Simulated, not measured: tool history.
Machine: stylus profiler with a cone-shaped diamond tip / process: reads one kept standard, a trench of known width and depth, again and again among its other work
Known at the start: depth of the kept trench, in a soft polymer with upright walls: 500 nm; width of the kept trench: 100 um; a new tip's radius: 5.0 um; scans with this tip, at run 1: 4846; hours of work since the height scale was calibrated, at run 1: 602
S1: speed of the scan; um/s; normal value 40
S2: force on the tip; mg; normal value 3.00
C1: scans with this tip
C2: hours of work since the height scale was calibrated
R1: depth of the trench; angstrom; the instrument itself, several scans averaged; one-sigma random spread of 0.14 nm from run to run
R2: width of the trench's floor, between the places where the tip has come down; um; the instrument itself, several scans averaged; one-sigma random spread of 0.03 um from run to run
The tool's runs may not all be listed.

run   hour   S1    S2    C1   C2      R1     R2
  1    0.0   40  3.00  4846  602  5081.3  94.74
  2   33.9   40  2.29  5006  622  5068.1  94.68
  3  103.7   40  4.31  5338  663  5103.4  94.75
  4  141.2   40  3.00  5515  685  5080.8  94.67
  5  177.3   40  3.00  5686  707  5084.0  94.69
  6  223.3   40  3.00  5905  734  5081.4  94.61
  7  262.3   40  3.00  6089  757  5083.0  94.61
  8  327.0   40  3.00  6396  795  5080.2  94.56
  9  388.3   10  3.00  6687  831  5081.1  94.70
 10  418.3   10  3.00  6829  849  5080.3  94.68
 11  474.7   40  4.32  7096  882  5102.6  94.54
 12  521.7   40  4.32  7319  909  5105.8  94.45
 13  574.7   25  3.00  7570  941  5080.7  94.51
     578.6  -- height scale calibrated on a step standard
 14  638.0   20  1.07  7868   35  5033.3  94.43
 15  676.7   22  2.74  8051   58  5072.0  94.46
 16  726.2   98  3.64  8286   87  5089.2  94.07
 17  772.6  104  7.93  8506  114  5152.1  94.12
 18  807.2   29  1.56  8670  135  5045.4  94.31
 19  870.7   49  2.58  8971  172  5068.9  94.22
     892.3  -- height scale calibrated on a step standard, once more
 20  902.1   81  3.76  9117    6  5101.2  94.12
 21  943.3   31  1.22  9312   30  5048.2  94.19
 22  985.1   46  1.56  9511   55  5056.7  94.05

Across each entry between runs, compare the hidden state at the last listed run before it with the hidden state at the first listed run after it:
Runs 13 to 14: height scale calibrated on a step standard (hour 578.6)
  radius of the tip, um: 7.45 -> 7.55; height scale over the true one, %: -0.129 -> -0.173
  measured minus no-state result, R1: -6.6 -> -8.7 angstrom; R2: -1.01 -> -1.04 um
Runs 19 to 20: height scale calibrated on a step standard, once more (hour 892.3)
  radius of the tip, um: 7.89 -> 7.93; height scale over the true one, %: -0.198 -> 0.034
  measured minus no-state result, R1: -10.0 -> +1.8 angstrom; R2: -1.17 -> -1.18 um
